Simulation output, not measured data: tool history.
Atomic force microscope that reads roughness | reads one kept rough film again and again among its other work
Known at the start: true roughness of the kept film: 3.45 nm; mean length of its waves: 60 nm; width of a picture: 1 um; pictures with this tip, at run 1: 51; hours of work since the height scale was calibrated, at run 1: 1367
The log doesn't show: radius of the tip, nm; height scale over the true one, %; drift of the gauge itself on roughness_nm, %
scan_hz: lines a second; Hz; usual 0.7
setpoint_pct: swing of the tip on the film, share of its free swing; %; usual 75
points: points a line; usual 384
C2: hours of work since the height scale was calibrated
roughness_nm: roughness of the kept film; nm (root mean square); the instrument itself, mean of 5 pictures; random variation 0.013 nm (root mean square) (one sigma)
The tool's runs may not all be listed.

{"run": 1, "day": 0.0, "scan_hz": 0.7, "setpoint_pct": 75, "points": 384, "pictures with this tip": 51, "C2": 1367, "roughness_nm": 2.876}
{"day": 0.788, "done": "new tip fitted"}
{"run": 2, "day": 2.625, "scan_hz": 0.7, "setpoint_pct": 75, "points": 384, "pictures with this tip": 54, "C2": 1412, "roughness_nm": 2.877}
{"day": 3.492, "done": "new tip fitted"}
{"run": 3, "day": 4.154, "scan_hz": 0.7, "setpoint_pct": 75, "points": 384, "pictures with this tip": 19, "C2": 1438, "roughness_nm": 3.008}
{"day": 6.162, "done": "new tip fitted"}
{"run": 4, "day": 6.171, "scan_hz": 0.7, "setpoint_pct": 75, "points": 384, "pictures with this tip": 1, "C2": 1473, "roughness_nm": 3.135}
{"run": 5, "day": 8.371, "scan_hz": 0.7, "setpoint_pct": 75, "points": 384, "pictures with this tip": 66, "C2": 1510, "roughness_nm": 2.835}
{"day": 8.671, "done": "new tip fitted"}
{"run": 6, "day": 10.846, "scan_hz": 0.7, "setpoint_pct": 75, "points": 384, "pictures with this tip": 65, "C2": 1553, "roughness_nm": 2.82}
{"day": 11.15, "done": "new tip fitted"}
{"run": 7, "day": 13.512, "scan_hz": 0.7, "setpoint_pct": 75, "points": 384, "pictures with this tip": 70, "C2": 1598, "roughness_nm": 2.789}
{"day": 13.758, "done": "new tip fitted"}
{"run": 8, "day": 14.671, "scan_hz": 0.7, "setpoint_pct": 75, "points": 384, "pictures with this tip": 27, "C2": 1618, "roughness_nm": 2.979}
{"run": 9, "day": 16.171, "scan_hz": 1.525, "setpoint_pct": 75, "points": 619, "pictures with this tip": 71, "C2": 1644, "roughness_nm": 2.659}
{"day": 16.412, "done": "new tip fitted"}
{"run": 10, "day": 18.262, "scan_hz": 3.043, "setpoint_pct": 76, "points": 384, "pictures with this tip": 55, "C2": 1679, "roughness_nm": 2.471}
{"day": 18.908, "done": "new tip fitted"}
{"run": 11, "day": 20.183, "scan_hz": 1.603, "setpoint_pct": 83, "points": 373, "pictures with this tip": 38, "C2": 1712, "roughness_nm": 2.67}
{"day": 21.446, "done": "new tip fitted"}
{"run": 12, "day": 22.846, "scan_hz": 1.476, "setpoint_pct": 75, "points": 802, "pictures with this tip": 41, "C2": 1758, "roughness_nm": 2.778}
{"day": 24.079, "done": "new tip fitted"}
{"run": 13, "day": 25.112, "scan_hz": 2.547, "setpoint_pct": 86, "points": 656, "pictures with this tip": 31, "C2": 1796, "roughness_nm": 2.411}
{"run": 14, "day": 26.496, "scan_hz": 2.547, "setpoint_pct": 86, "points": 656, "pictures with this tip": 72, "C2": 1820, "roughness_nm": 2.249}
{"day": 26.658, "done": "new tip fitted"}
{"run": 15, "day": 27.796, "scan_hz": 0.7, "setpoint_pct": 70, "points": 384, "pictures with this tip": 34, "C2": 1842, "roughness_nm": 2.996}

Forecast each of these 5 alternatives for the next run:
{"day": 29.138, "done": "new tip fitted"}
{"run": "A", "day": 30.158, "scan_hz": 1.31, "setpoint_pct": 61, "points": 826, "pictures with this tip": 30, "C2": 1882, "roughness_nm": "?"}
{"day": 29.138, "done": "new tip fitted"}
{"run": "B", "day": 30.158, "scan_hz": 1.091, "setpoint_pct": 77, "points": 281, "pictures with this tip": 30, "C2": 1882, "roughness_nm": "?"}
{"day": 29.138, "done": "new tip fitted"}
{"run": "C", "day": 30.158, "scan_hz": 0.7, "setpoint_pct": 58, "points": 384, "pictures with this tip": 30, "C2": 1882, "roughness_nm": "?"}
{"day": 29.138, "done": "new tip fitted"}
{"run": "D", "day": 30.158, "scan_hz": 0.7, "setpoint_pct": 75, "points": 884, "pictures with this tip": 30, "C2": 1882, "roughness_nm": "?"}
{"day": 29.138, "done": "new tip fitted"}
{"run": "E", "day": 30.158, "scan_hz": 0.824, "setpoint_pct": 74, "points": 511, "pictures with this tip": 30, "C2": 1882, "roughness_nm": "?"}

run=A roughness_nm=2.999
run=B roughness_nm=2.877
run=C roughness_nm=3.079
run=D roughness_nm=3.003
run=E roughness_nm=2.972
Without the tool's hidden state the same runs would have given:
run=A roughness_nm=3.181
run=B roughness_nm=3.052
run=C roughness_nm=3.265
run=D roughness_nm=3.185
run=E roughness_nm=3.152
